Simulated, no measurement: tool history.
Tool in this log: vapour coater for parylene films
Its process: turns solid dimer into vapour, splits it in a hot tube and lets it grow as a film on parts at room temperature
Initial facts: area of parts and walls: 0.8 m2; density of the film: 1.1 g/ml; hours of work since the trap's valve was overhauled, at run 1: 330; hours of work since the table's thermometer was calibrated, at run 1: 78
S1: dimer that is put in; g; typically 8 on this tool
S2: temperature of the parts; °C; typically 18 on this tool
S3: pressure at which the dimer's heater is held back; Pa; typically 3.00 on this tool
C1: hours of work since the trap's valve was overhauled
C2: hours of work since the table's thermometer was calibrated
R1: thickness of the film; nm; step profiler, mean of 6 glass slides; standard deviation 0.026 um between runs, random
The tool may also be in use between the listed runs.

Run 1, hour 0.0: usual settings; C1 330; C2 78. Result: R1 6340 nm.
Run 2, hour 7.2: usual settings but S1 13 g; C1 337; C2 85. Result: R1 10330 nm.
Run 3, hour 22.2: usual settings; C1 350; C2 98. Result: R1 6390 nm.
Run 4, hour 33.3: usual settings; C1 360; C2 108. Result: R1 6380 nm.
Run 5, hour 44.3: usual settings; C1 370; C2 118. Result: R1 6330 nm.
Run 6, hour 51.1: usual settings; C1 376; C2 124. Result: R1 6380 nm.
Run 7, hour 57.6: usual settings but S1 5 g; C1 381; C2 129. Result: R1 4000 nm.
Run 8, hour 64.0: usual settings but S3 2.05 Pa; C1 387; C2 135. Result: R1 6700 nm.
Run 9, hour 78.6: usual settings but S3 2.05 Pa; C1 400; C2 148. Result: R1 6710 nm.
Run 10, hour 87.2: usual settings but S2 17 °C, S3 2.05 Pa; C1 408; C2 156. Result: R1 7020 nm.
Run 11, hour 96.9: usual settings but S2 17 °C, S3 2.05 Pa; C1 416; C2 164. Result: R1 6980 nm.
Run 12, hour 108.0: usual settings but S2 17 °C, S3 2.05 Pa; C1 426; C2 174. Result: R1 7020 nm.
Run 13, hour 122.1: usual settings but S2 17 °C, S3 2.05 Pa; C1 439; C2 187. Result: R1 6980 nm.
Run 14, hour 130.7: usual settings but S2 17 °C, S3 2.05 Pa; C1 446; C2 194. Result: R1 7010 nm.
Run 15, hour 145.7: usual settings; C1 460; C2 207. Result: R1 6480 nm.
Run 16, hour 157.6: usual settings but S2 15 °C; C1 470; C2 218. Result: R1 7310 nm.
Run 17, hour 168.3: usual settings but S3 4.04 Pa; C1 480; C2 227. Result: R1 6270 nm.
Run 18, hour 182.9: usual settings but S2 17 °C, S3 3.33 Pa; C1 493; C2 240. Result: R1 6640 nm.
Run 19, hour 191.8: usual settings but S1 3 g, S2 11 °C; C1 501; C2 248. Result: R1 3210 nm.
Run 20, hour 199.8: usual settings but S2 15 °C; C1 508; C2 255. Result: R1 7310 nm.
At hour 201.8: gauge calibrated.
Run 21, hour 211.4: usual settings but S2 15 °C, S3 6.68 Pa; C1 518; C2 266. Result: R1 6510 nm.
Run 22, hour 218.6: usual settings but S1 9 g, S2 29 °C, S3 11.50 Pa; C1 524; C2 272. Result: R1 3870 nm.
Run 23, hour 225.0: usual settings but S3 4.30 Pa; C1 530; C2 278. Result: R1 6080 nm.
Run 24, hour 239.5: usual settings but S1 4 g, S2 29 °C, S3 10.31 Pa; C1 543; C2 291. Result: R1 1760 nm.
Run 25, hour 249.3: usual settings but S1 7 g, S2 29 °C, S3 6.70 Pa; C1 551; C2 299. Result: R1 3210 nm.
Run 26, hour 258.6: usual settings but S1 11 g, S2 24 °C, S3 3.90 Pa; C1 560; C2 308. Result: R1 6670 nm.
Run 27, hour 273.4: usual settings but S2 11 °C; C1 573; C2 321. Result: R1 8470 nm.
At hour 287.6: trap's valve overhauled.
Run 28, hour 290.9: usual settings but S2 11 °C; C1 3; C2 333. Result: R1 8620 nm.
Run 29, hour 303.5: usual settings but S1 4 g, S2 24 °C; C1 14; C2 344. Result: R1 2470 nm.

A few steps of R1 between consecutive runs. Split each: what settings, incoming material and random variation would produce without the hidden state, and what is left over for the hidden state, along with gauge scatter present in only one of the two compared results (measured, and without hidden state):
Hidden state at play: vapour lost through the trap's worn valve, %; true temperature of the parts over the reading, C; drift of the gauge itself on film_um, %.
Run 19 -> 20: S1 3 -> 8, S2 11 -> 15. R1 +4100 nm: hidden state +90, all else +4010.
Run 20 -> 21: S3 3.00 -> 6.68, gauge calibrated. R1 -800 nm: hidden state -160, all else -640.
Run 23 -> 24: S1 8 -> 4, S2 18 -> 29, S3 4.30 -> 10.31. R1 -4320 nm: hidden state +10, all else -4330.
Run 28 -> 29: S1 8 -> 4, S2 11 -> 24. R1 -6150 nm: hidden state -60, all else -6090.

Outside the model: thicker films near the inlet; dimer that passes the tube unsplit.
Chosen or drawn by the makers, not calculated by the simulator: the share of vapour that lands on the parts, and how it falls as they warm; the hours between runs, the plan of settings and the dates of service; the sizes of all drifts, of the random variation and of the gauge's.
